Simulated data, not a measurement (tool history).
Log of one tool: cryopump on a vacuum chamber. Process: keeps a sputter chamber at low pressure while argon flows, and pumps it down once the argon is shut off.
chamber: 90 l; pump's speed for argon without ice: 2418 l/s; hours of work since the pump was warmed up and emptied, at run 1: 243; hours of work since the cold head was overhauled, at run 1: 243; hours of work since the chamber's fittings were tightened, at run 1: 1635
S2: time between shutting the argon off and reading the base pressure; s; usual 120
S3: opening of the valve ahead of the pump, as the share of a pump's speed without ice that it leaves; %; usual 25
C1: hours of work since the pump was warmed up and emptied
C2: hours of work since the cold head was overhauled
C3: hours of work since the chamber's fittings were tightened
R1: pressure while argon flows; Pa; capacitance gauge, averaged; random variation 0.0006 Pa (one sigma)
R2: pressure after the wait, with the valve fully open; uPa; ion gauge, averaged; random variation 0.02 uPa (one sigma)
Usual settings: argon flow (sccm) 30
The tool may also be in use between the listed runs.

run 1 hour=0.0 | argon_flow_(sccm)=30 S2=120 S3=25 | C1=243 C2=243 C3=1635 | R1=0.0859 R2=0.50
run 2 hour=24.1 | argon_flow_(sccm)=30 S2=120 S3=25 | C1=254 C2=254 C3=1646 | R1=0.0854 R2=0.49
run 3 hour=46.3 | argon_flow_(sccm)=30 S2=120 S3=25 | C1=264 C2=264 C3=1657 | R1=0.0865 R2=0.49
run 4 hour=62.3 | argon_flow_(sccm)=30 S2=120 S3=25 | C1=272 C2=272 C3=1664 | R1=0.0865 R2=0.49
run 5 hour=90.2 | argon_flow_(sccm)=30 S2=120 S3=25 | C1=285 C2=285 C3=1677 | R1=0.0877 R2=0.55
run 6 hour=124.4 | argon_flow_(sccm)=30 S2=291 S3=25 | C1=301 C2=301 C3=1693 | R1=0.0853 R2=0.43
run 7 hour=159.6 | argon_flow_(sccm)=30 S2=291 S3=25 | C1=317 C2=317 C3=1710 | R1=0.0866 R2=0.46
run 8 hour=192.7 | argon_flow_(sccm)=30 S2=291 S3=25 | C1=333 C2=333 C3=1725 | R1=0.0868 R2=0.44
run 9 hour=217.4 | argon_flow_(sccm)=30 S2=291 S3=25 | C1=344 C2=344 C3=1737 | R1=0.0880 R2=0.44
run 10 hour=249.0 | argon_flow_(sccm)=30 S2=120 S3=45 | C1=359 C2=359 C3=1751 | R1=0.0502 R2=0.55
run 11 hour=273.3 | argon_flow_(sccm)=30 S2=120 S3=45 | C1=370 C2=370 C3=1763 | R1=0.0497 R2=0.55
run 12 hour=295.0 | argon_flow_(sccm)=41 S2=120 S3=25 | C1=381 C2=381 C3=1773 | R1=0.1194 R2=0.53
run 13 hour=320.4 | argon_flow_(sccm)=41 S2=120 S3=25 | C1=392 C2=392 C3=1785 | R1=0.1193 R2=0.52
run 14 hour=352.0 | argon_flow_(sccm)=41 S2=120 S3=25 | C1=407 C2=407 C3=1800 | R1=0.1193 R2=0.51
run 15 hour=368.4 | argon_flow_(sccm)=30 S2=120 S3=60 | C1=415 C2=415 C3=1807 | R1=0.0377 R2=0.58
run 16 hour=406.7 | argon_flow_(sccm)=30 S2=120 S3=19 | C1=433 C2=433 C3=1825 | R1=0.1151 R2=0.52
run 17 hour=431.9 | argon_flow_(sccm)=30 S2=120 S3=19 | C1=445 C2=445 C3=1837 | R1=0.1138 R2=0.51
run 18 hour=453.2 | argon_flow_(sccm)=34 S2=261 S3=60 | C1=455 C2=455 C3=1847 | R1=0.0434 R2=0.48
run 19 hour=487.3 | argon_flow_(sccm)=13 S2=114 S3=25 | C1=470 C2=470 C3=1863 | R1=0.0378 R2=0.55
run 20 hour=518.7 | argon_flow_(sccm)=31 S2=78 S3=18 | C1=485 C2=485 C3=1877 | R1=0.1253 R2=0.62
run 21 hour=551.5 | argon_flow_(sccm)=31 S2=78 S3=32 | C1=500 C2=500 C3=1893 | R1=0.0727 R2=0.59
run 22 hour=574.1 | argon_flow_(sccm)=17 S2=105 S3=25 | C1=511 C2=511 C3=1903 | R1=0.0500 R2=0.57
run 23 hour=597.5 | argon_flow_(sccm)=17 S2=105 S3=25 | C1=522 C2=522 C3=1914 | R1=0.0502 R2=0.60
run 24 hour=617.4 | argon_flow_(sccm)=16 S2=249 S3=28 | C1=531 C2=531 C3=1924 | R1=0.0412 R2=0.44
run 25 hour=651.1 | argon_flow_(sccm)=16 S2=49 S3=45 | C1=547 C2=547 C3=1939 | R1=0.0269 R2=0.76
run 26 hour=681.9 | argon_flow_(sccm)=28 S2=50 S3=34 | C1=561 C2=561 C3=1954 | R1=0.0625 R2=0.73
run 27 hour=717.4 | argon_flow_(sccm)=25 S2=120 S3=28 | C1=578 C2=578 C3=1970 | R1=0.0664 R2=0.60
run 28 hour=734.4 | argon_flow_(sccm)=18 S2=73 S3=49 | C1=586 C2=586 C3=1978 | R1=0.0297 R2=0.69
run 29 hour=767.9 | argon_flow_(sccm)=46 S2=21 S3=18 | C1=602 C2=602 C3=1994 | R1=0.1865 R2=1.20
run 30 hour=787.3 | argon_flow_(sccm)=26 S2=120 S3=49 | C1=611 C2=611 C3=2003 | R1=0.0417 R2=0.58
run 31 hour=819.6 | argon_flow_(sccm)=51 S2=120 S3=22 | C1=626 C2=626 C3=2018 | R1=0.1712 R2=0.54
run 32 hour=852.2 | argon_flow_(sccm)=51 S2=120 S3=22 | C1=641 C2=641 C3=2033 | R1=0.1715 R2=0.62
run 33 hour=876.4 | argon_flow_(sccm)=51 S2=120 S3=22 | C1=652 C2=652 C3=2045 | R1=0.1710 R2=0.60
run 34 hour=905.2 | argon_flow_(sccm)=51 S2=120 S3=22 | C1=666 C2=666 C3=2058 | R1=0.1743 R2=0.64

Forecast each of these 3 alternatives for the next run:
run A hour=942.1 | argon_flow_(sccm)=42 S2=162 S3=21 | C1=683 C2=683 C3=2075 | R1=? R2=?
run B hour=942.1 | argon_flow_(sccm)=51 S2=120 S3=16 | C1=683 C2=683 C3=2075 | R1=? R2=?
run C hour=942.1 | argon_flow_(sccm)=17 S2=65 S3=22 | C1=683 C2=683 C3=2075 | R1=? R2=?

run=A R1=0.1476 R2=0.57
run=B R1=0.2347 R2=0.62
run=C R1=0.0570 R2=0.72
Without the tool's hidden state the same runs would have given:
run=A R1=0.1391 R2=0.21
run=B R1=0.2243 R2=0.25
run=C R1=0.0536 R2=0.34
